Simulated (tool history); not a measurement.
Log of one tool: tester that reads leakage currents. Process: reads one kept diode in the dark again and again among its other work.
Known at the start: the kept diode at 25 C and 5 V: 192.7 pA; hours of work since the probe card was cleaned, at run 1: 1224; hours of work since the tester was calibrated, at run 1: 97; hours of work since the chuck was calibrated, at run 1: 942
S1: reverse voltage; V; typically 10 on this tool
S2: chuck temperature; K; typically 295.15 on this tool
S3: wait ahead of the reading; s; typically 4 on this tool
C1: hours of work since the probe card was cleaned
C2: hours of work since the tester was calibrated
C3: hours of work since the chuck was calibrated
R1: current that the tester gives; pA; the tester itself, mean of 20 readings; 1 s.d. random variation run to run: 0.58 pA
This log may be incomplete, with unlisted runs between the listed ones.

run	day	S1	S2	S3	C1	C2	C3	R1
1	0	10	295.15	4	1224	97	942	233.98
2	9.021	10	295.15	4	1391	265	1110	242.67
# day 11.012: chuck's temperature calibrated
# day 15.788: probe card cleaned and baked
3	18.988	10	295.15	4	59	446	146	199.11
4	23.875	10	295.15	4	150	537	237	201.94
5	35.008	10	295.15	4	357	744	443	211.7
6	41.304	10	295.15	4	474	860	560	216.67
7	48.55	10	295.15	4	608	995	695	222.69
8	55.712	10	295.15	4	741	1128	828	229.67
9	66.625	10	295.15	4	944	1331	1030	239.26
# day 72.333: chuck's temperature calibrated
10	73.038	10	295.15	8.48	1062	1448	13	205.97
11	79.117	10	329.15	4	1174	1561	126	2393.77
12	88.429	10	329.15	4	1347	1734	299	2447.19
13	94.158	10	295.15	4	1454	1840	405	224.31
# day 97.138: probe card cleaned and baked
14	102.958	5	295.15	4	108	2002	566	171.86
15	110.238	10	295.15	4.48	243	2137	702	223.77
# day 113.375: tester calibrated
16	118.788	10	295.15	4.48	400	101	859	226.65
17	125.871	10	295.15	4.48	532	232	990	232.1
# day 133.654: chuck's temperature calibrated
18	135.996	10	295.15	4.48	719	419	44	198.25
19	142.783	10	295.15	4.48	844	545	169	204.53
20	147.579	10	295.15	4.48	934	634	259	208.6
21	157.512	10	330.15	2.74	1118	818	443	2615.64
22	163.9	7.5	320.15	2.14	1237	937	562	1230.13
23	172.604	1.8	303.15	2.14	1398	1098	723	229.1
# day 178.342: probe card cleaned and baked
24	183.829	1.8	303.15	4.2	102	1304	929	234.34
25	192.612	1.6	310.15	4	265	1468	1093	390.93
# day 194.629: chuck's temperature calibrated
26	204	1.6	310.15	4	475	1677	174	345.18
27	211.95	1.6	310.15	4	623	1825	322	353.54
28	222.638	6.7	305.15	2.46	821	2024	520	413.22
29	231.079	10	296.15	2.61	978	2180	677	250.38
# day 231.721: tester calibrated
30	236.062	10	303.15	2.61	1069	81	768	418.79
31	241.7	2.5	295.15	0.87	1173	185	873	142.23
32	246.45	16	295.15	4	1262	273	961	283.63
33	254.604	3.1	295.15	4	1413	425	1112	159.78
# day 256.125: chuck's temperature calibrated
# day 259.767: probe card cleaned and baked
34	261.425	10	295.15	4	31	548	96	193.47
35	268.046	10	299.15	7.35	154	671	219	271.89
36	278.483	10	299.15	7.35	348	864	413	284.41
37	289.054	17.4	305.15	4	544	1061	609	569.45
38	298.854	10	316.15	0.5	726	1243	791	1080.35
39	307.8	9	316.15	1.47	892	1409	957	1056.77
40	315.538	9	316.15	1.47	1036	1553	1101	1077.6

Describe how what the log doesn't record of the tool's condition differs between the last listed run preceding each entry between runs and the first listed run following it.
From run 2 to run 3: chuck's temperature calibrated (day 11.012); probe card cleaned and baked (day 15.788)
  stray current of the dirty probe card, pA a volt: 1.426 -> 0.08; current scale over the true one, %: 0.43 -> 0.62; true chuck temperature over the reading, C: 2.11 -> 0.26
  difference, measured minus the result without the unlogged condition, R1: +50.63 -> +5.91 pA
From run 9 to run 10: chuck's temperature calibrated (day 72.333)
  stray current of the dirty probe card, pA a volt: 0.902 -> 1.013; current scale over the true one, %: 1.53 -> 1.64; true chuck temperature over the reading, C: 2.04 -> 0.1
  difference, measured minus the result without the unlogged condition, R1: +46.74 -> +14.76 pA
From run 13 to run 14: probe card cleaned and baked (day 97.138)
  stray current of the dirty probe card, pA a volt: 1.367 -> 0.113; current scale over the true one, %: 2.06 -> 2.22; true chuck temperature over the reading, C: 0.9 -> 1.21
  difference, measured minus the result without the unlogged condition, R1: +32.36 -> +19.87 pA
From run 15 to run 16: tester calibrated (day 113.375)
  stray current of the dirty probe card, pA a volt: 0.238 -> 0.37; current scale over the true one, %: 2.36 -> 0.02; true chuck temperature over the reading, C: 1.48 -> 1.83
  difference, measured minus the result without the unlogged condition, R1: +31.71 -> +34.16 pA
From run 17 to run 18: chuck's temperature calibrated (day 133.654)
  stray current of the dirty probe card, pA a volt: 0.49 -> 0.647; current scale over the true one, %: 0.17 -> 0.37; true chuck temperature over the reading, C: 2.09 -> -0.05
  difference, measured minus the result without the unlogged condition, R1: +40.27 -> +6.17 pA
From run 23 to run 24: probe card cleaned and baked (day 178.342)
  stray current of the dirty probe card, pA a volt: 1.292 -> 0.11; current scale over the true one, %: 1.06 -> 1.28; true chuck temperature over the reading, C: 1.32 -> 1.74
  difference, measured minus the result without the unlogged condition, R1: +26.38 -> +32.06 pA
From run 25 to run 26: chuck's temperature calibrated (day 194.629)
  stray current of the dirty probe card, pA a volt: 0.25 -> 0.429; current scale over the true one, %: 1.46 -> 1.69; true chuck temperature over the reading, C: 2.07 -> 0.39
  difference, measured minus the result without the unlogged condition, R1: +60.16 -> +15.88 pA
From run 29 to run 30: tester calibrated (day 231.721)
  stray current of the dirty probe card, pA a volt: 0.877 -> 0.956; current scale over the true one, %: 2.22 -> 0.03; true chuck temperature over the reading, C: 1.46 -> 1.65
  difference, measured minus the result without the unlogged condition, R1: +40.12 -> +58.11 pA
From run 33 to run 34: chuck's temperature calibrated (day 256.125); probe card cleaned and baked (day 259.767)
  stray current of the dirty probe card, pA a volt: 1.266 -> 0.053; current scale over the true one, %: 0.39 -> 0.51; true chuck temperature over the reading, C: 2.31 -> 0
  difference, measured minus the result without the unlogged condition, R1: +30.92 -> +1.28 pA
